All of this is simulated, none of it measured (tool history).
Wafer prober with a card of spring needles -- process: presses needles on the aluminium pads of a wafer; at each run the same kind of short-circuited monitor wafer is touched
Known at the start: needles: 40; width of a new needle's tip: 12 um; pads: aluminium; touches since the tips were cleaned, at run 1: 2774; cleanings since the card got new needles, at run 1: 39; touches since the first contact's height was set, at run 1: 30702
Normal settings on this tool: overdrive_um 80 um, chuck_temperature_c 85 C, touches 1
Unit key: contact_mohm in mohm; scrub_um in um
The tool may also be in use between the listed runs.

run   hour  overdrive_um  chuck_temperature_c  touches  touches since the tips were cleaned  cleanings since the card got new needles  touches since the first contact's height was set  contact_mohm  scrub_um
  1      0            80                   85        1                                 2774                                        39                                             30702           128     16.44
       6.5  -- tips cleaned on abrasive film
  2   12.8            97                   85        1                                 3410                                        40                                             37584           127     19.91
      18.2  -- tips cleaned on abrasive film
  3   22.6            97                   85        1                                 2395                                        41                                             42875           126     19.92
      30.2  -- tips cleaned on abrasive film
  4   31.3            97                   85        1                                  593                                        42                                             47507           125     19.87
  5   39.5            80                   85        1                                 5053                                        42                                             51967           128     16.41
      42.1  -- tips cleaned on abrasive film
  6   49.5            80                   85        1                                 4012                                        43                                             57360           125     16.37
        54  -- tips cleaned on abrasive film
  7   61.4            80                   85        1                                 3989                                        44                                             63740           126     16.37
      65.9  -- tips cleaned on abrasive film
  8   74.3            80                   85        1                                 4599                                        45                                             70708           126     16.35
      77.6  -- tips cleaned on abrasive film
  9     88            80                   85        1                                 5623                                        46                                             78047           125     16.35
      89.3  -- tips cleaned on abrasive film
 10   95.4            80                   85        1                                 3322                                        47                                             82020           127     16.34
     101.4  -- tips cleaned on abrasive film
     101.7  -- height of the first contact set anew
 11  106.2            92                   85        1                                 2425                                        48                                              2425           128     18.78
       114  -- tips cleaned on abrasive film
 12  114.3            80                   36        1                                  131                                        49                                              6771           119     16.31
     125.7  -- tips cleaned on abrasive film
 13  126.1            80                   36        1                                  229                                        50                                             13140           117     16.39
 14  133.3            80                   36        1                                 4117                                        50                                             17028           122     16.34
       138  -- tips cleaned on abrasive film
 15  143.3            83                   85        1                                 2886                                        51                                             22398           124     16.91
     144.1  -- gauge calibrated
     149.6  -- tips cleaned on abrasive film
 16  149.6            80                   92        1                                    0                                        52                                             25800           128     16.42
 17  158.1            84                   51        2                                 4562                                        52                                             30362           123     17.24
       162  -- tips cleaned on abrasive film
 18  165.3            84                   51        2                                 1836                                        53                                             34256           121     17.23
 19  173.2            84                   51        2                                 6096                                        53                                             38516           121     17.21
     174.1  -- tips cleaned on abrasive film
 20  182.6            84                   51        2                                 4607                                        54                                             43568           123     17.22
     186.1  -- tips cleaned on abrasive film
 21  191.7            80                   85        3                                 3027                                        55                                             48464           125     16.37
     198.6  -- tips cleaned on abrasive film
 22  198.7            80                   85        3                                   41                                        56                                             52173           127     16.39
 23  206.3            80                   85        3                                 4191                                        56                                             56323           128     16.38
     210.7  -- tips cleaned on abrasive film
 24  213.6            64                   49        1                                 1574                                        57                                             60242           123      13.1
 25  221.3            65                   76        2                                 5754                                        57                                             64422           127     13.29
     222.7  -- tips cleaned on abrasive film
 26  226.9            65                   76        2                                 2301                                        58                                             67408           128      13.3
     234.7  -- tips cleaned on abrasive film
 27  237.5            65                   76        2                                 1519                                        59                                             73101           128     13.27
 28  243.5            66                   53        1                                 4728                                        59                                             76310           126     13.47
     246.4  -- tips cleaned on abrasive film
 29  254.3            66                   53        1                                 4282                                        60                                             82142           123     13.47
       258  -- tips cleaned on abrasive film
     259.6  -- height of the first contact set anew
 30  261.5            66                   39        2                                 1741                                        61                                              1041           119     13.46
 31    267            97                   51        1                                 4721                                        61                                              4021           122      19.8
     270.7  -- tips cleaned on abrasive film
 32  280.4            74                   85        1                                 5274                                        62                                             11256           127     15.09

Each row is a separate what-if for the run after 32, all from the same tool condition, not one after another. Results?
      283  -- tips cleaned on abrasive film
  A   288            82                   89        2                                 2728                                        63                                             15308             ?         ?
      283  -- tips cleaned on abrasive film
  B   288            94                   85        1                                 2728                                        63                                             15308             ?         ?
      283  -- tips cleaned on abrasive film
  C   288            89                   61        3                                 2728                                        63                                             15308             ?         ?

run  contact_mohm  scrub_um
  A           129     16.73
  B           127     19.19
  C           123     18.17
The same runs, with their run-to-run variation unchanged, on a tool lacking any hidden condition would have given:
run  contact_mohm  scrub_um
  A           129     16.84
  B           126     19.31
  C           123     18.29
